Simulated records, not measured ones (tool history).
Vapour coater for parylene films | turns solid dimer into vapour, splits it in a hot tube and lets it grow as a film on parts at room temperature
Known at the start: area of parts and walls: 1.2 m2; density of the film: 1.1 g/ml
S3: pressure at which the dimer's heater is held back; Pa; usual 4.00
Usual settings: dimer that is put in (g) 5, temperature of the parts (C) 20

{"run": 1, "hour": 0.0, "dimer that is put in (g)": 5, "temperature of the parts (C)": 20, "S3": 4.0, "thickness of the film (nm)": 1988}
{"run": 2, "hour": 27.4, "dimer that is put in (g)": 5, "temperature of the parts (C)": 20, "S3": 4.0, "thickness of the film (nm)": 1981}
{"run": 3, "hour": 76.0, "dimer that is put in (g)": 5, "temperature of the parts (C)": 20, "S3": 4.0, "thickness of the film (nm)": 1973}
{"run": 4, "hour": 118.6, "dimer that is put in (g)": 5, "temperature of the parts (C)": 20, "S3": 3.51, "thickness of the film (nm)": 2019}
{"run": 5, "hour": 144.7, "dimer that is put in (g)": 5, "temperature of the parts (C)": 20, "S3": 3.51, "thickness of the film (nm)": 2018}
{"run": 6, "hour": 165.2, "dimer that is put in (g)": 5, "temperature of the parts (C)": 14, "S3": 4.0, "thickness of the film (nm)": 2230}
{"run": 7, "hour": 213.9, "dimer that is put in (g)": 5, "temperature of the parts (C)": 14, "S3": 4.0, "thickness of the film (nm)": 2190}
{"run": 8, "hour": 235.6, "dimer that is put in (g)": 5, "temperature of the parts (C)": 20, "S3": 4.0, "thickness of the film (nm)": 1950}
{"run": 9, "hour": 256.4, "dimer that is put in (g)": 5, "temperature of the parts (C)": 20, "S3": 8.7, "thickness of the film (nm)": 1667}
{"run": 10, "hour": 298.4, "dimer that is put in (g)": 5, "temperature of the parts (C)": 20, "S3": 8.7, "thickness of the film (nm)": 1656}
{"run": 11, "hour": 343.1, "dimer that is put in (g)": 5, "temperature of the parts (C)": 20, "S3": 8.7, "thickness of the film (nm)": 1675}
{"run": 12, "hour": 379.1, "dimer that is put in (g)": 5, "temperature of the parts (C)": 20, "S3": 4.0, "thickness of the film (nm)": 1914}
{"hour": 387.5, "done": "trap's valve overhauled"}
{"run": 13, "hour": 413.3, "dimer that is put in (g)": 5, "temperature of the parts (C)": 20, "S3": 4.0, "thickness of the film (nm)": 1863}
{"run": 14, "hour": 452.4, "dimer that is put in (g)": 5, "temperature of the parts (C)": 18, "S3": 4.0, "thickness of the film (nm)": 1937}
{"run": 15, "hour": 497.8, "dimer that is put in (g)": 5, "temperature of the parts (C)": 18, "S3": 4.0, "thickness of the film (nm)": 1938}
{"run": 16, "hour": 546.9, "dimer that is put in (g)": 5, "temperature of the parts (C)": 18, "S3": 4.0, "thickness of the film (nm)": 1932}
{"run": 17, "hour": 593.3, "dimer that is put in (g)": 5, "temperature of the parts (C)": 18, "S3": 4.0, "thickness of the film (nm)": 1915}
{"hour": 623.6, "done": "trap's valve overhauled, once more"}
{"run": 18, "hour": 625.4, "dimer that is put in (g)": 5, "temperature of the parts (C)": 18, "S3": 4.0, "thickness of the film (nm)": 2088}
{"run": 19, "hour": 645.8, "dimer that is put in (g)": 5, "temperature of the parts (C)": 20, "S3": 2.89, "thickness of the film (nm)": 2135}
{"run": 20, "hour": 693.4, "dimer that is put in (g)": 7, "temperature of the parts (C)": 26, "S3": 5.0, "thickness of the film (nm)": 2347}
{"run": 21, "hour": 734.0, "dimer that is put in (g)": 5, "temperature of the parts (C)": 20, "S3": 3.52, "thickness of the film (nm)": 2030}
{"run": 22, "hour": 772.8, "dimer that is put in (g)": 2, "temperature of the parts (C)": 28, "S3": 6.92, "thickness of the film (nm)": 610}
{"run": 23, "hour": 817.1, "dimer that is put in (g)": 6, "temperature of the parts (C)": 20, "S3": 6.92, "thickness of the film (nm)": 2123}

Hidden state or all else? Some run-to-run changes of thickness of the film (nm), split into what the settings, what came in and random variation would give without the hidden state, and what is left for the hidden state (with any gauge scatter that isn't in both results):
The hidden state here: vapour lost through the trap's worn valve, %; true temperature of the parts over the reading, C; drift of the gauge itself on film_um, %.
Run 12 -> 13: trap's valve overhauled. thickness of the film (nm) -51: hidden state -57, all else +6.
Run 17 -> 18: trap's valve overhauled, once more. thickness of the film (nm) +173: hidden state +164, all else +9.
Run 21 -> 22: dimer that is put in (g) 5 -> 2, temperature of the parts (C) 20 -> 28, S3 3.52 -> 6.92. thickness of the film (nm) -1420: hidden state +23, all else -1443.
Run 22 -> 23: dimer that is put in (g) 2 -> 6, temperature of the parts (C) 28 -> 20. thickness of the film (nm) +1513: hidden state -40, all else +1553.

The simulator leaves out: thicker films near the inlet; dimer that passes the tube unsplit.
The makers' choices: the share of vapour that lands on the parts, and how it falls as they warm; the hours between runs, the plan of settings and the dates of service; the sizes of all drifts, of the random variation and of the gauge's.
